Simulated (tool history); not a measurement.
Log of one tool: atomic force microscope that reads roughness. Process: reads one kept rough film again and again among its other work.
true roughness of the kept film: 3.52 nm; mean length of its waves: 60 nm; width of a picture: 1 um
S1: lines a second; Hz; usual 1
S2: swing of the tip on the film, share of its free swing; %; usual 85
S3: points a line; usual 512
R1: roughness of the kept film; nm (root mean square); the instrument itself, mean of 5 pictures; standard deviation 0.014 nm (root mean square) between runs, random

run 1 day=0 | S1=1 S2=85 S3=512 | R1=3.245
run 2 day=0.338 | S1=1.63 S2=85 S3=512 | R1=3.118
run 3 day=0.671 | S1=1.63 S2=85 S3=512 | R1=3.11
run 4 day=0.9 | S1=1.63 S2=85 S3=512 | R1=3.123
run 5 day=1.121 | S1=1.63 S2=85 S3=512 | R1=3.082
run 6 day=1.412 | S1=1 S2=85 S3=512 | R1=3.185
run 7 day=1.771 | S1=1 S2=85 S3=512 | R1=3.163
run 8 day=2.004 | S1=1 S2=85 S3=512 | R1=3.177
run 9 day=2.362 | S1=1 S2=85 S3=512 | R1=3.16
run 10 day=2.662 | S1=1 S2=85 S3=512 | R1=3.134
run 11 day=2.879 | S1=1 S2=85 S3=512 | R1=3.13
run 12 day=3.167 | S1=1 S2=85 S3=512 | R1=3.115
run 13 day=3.358 | S1=0.65 S2=65 S3=512 | R1=3.241
run 14 day=3.571 | S1=0.65 S2=65 S3=512 | R1=3.226
run 15 day=4.017 | S1=0.65 S2=65 S3=512 | R1=3.205
run 16 day=4.388 | S1=2.21 S2=81 S3=319 | R1=2.942
run 17 day=4.7 | S1=0.6 S2=85 S3=265 | R1=3.128
-- day=5.129 new tip fitted
run 18 day=5.129 | S1=0.6 S2=57 S3=811 | R1=3.39
run 19 day=5.379 | S1=1.31 S2=55 S3=437 | R1=3.351
run 20 day=5.65 | S1=1.31 S2=55 S3=437 | R1=3.364
run 21 day=6.025 | S1=1.31 S2=55 S3=437 | R1=3.339
run 22 day=6.304 | S1=0.59 S2=73 S3=459 | R1=3.324
run 23 day=6.517 | S1=3.33 S2=62 S3=512 | R1=3.195
run 24 day=6.95 | S1=0.86 S2=73 S3=324 | R1=3.261

Consider 4 possible next runs. They are alternatives, not a sequence: every one starts from the tool as it was left by run 24. What does each give?
run A day=7.262 | S1=1.19 S2=89 S3=311 | R1=?
run B day=7.262 | S1=0.74 S2=73 S3=323 | R1=?
run C day=7.262 | S1=0.83 S2=73 S3=263 | R1=?
run D day=7.262 | S1=2.16 S2=85 S3=618 | R1=?

run=A R1=3.062
run=B R1=3.247
run=C R1=3.252
run=D R1=2.97
With the hidden condition removed and each run's random variation left untouched, the same runs would have given:
run=A R1=3.15
run=B R1=3.34
run=C R1=3.346
run=D R1=3.055

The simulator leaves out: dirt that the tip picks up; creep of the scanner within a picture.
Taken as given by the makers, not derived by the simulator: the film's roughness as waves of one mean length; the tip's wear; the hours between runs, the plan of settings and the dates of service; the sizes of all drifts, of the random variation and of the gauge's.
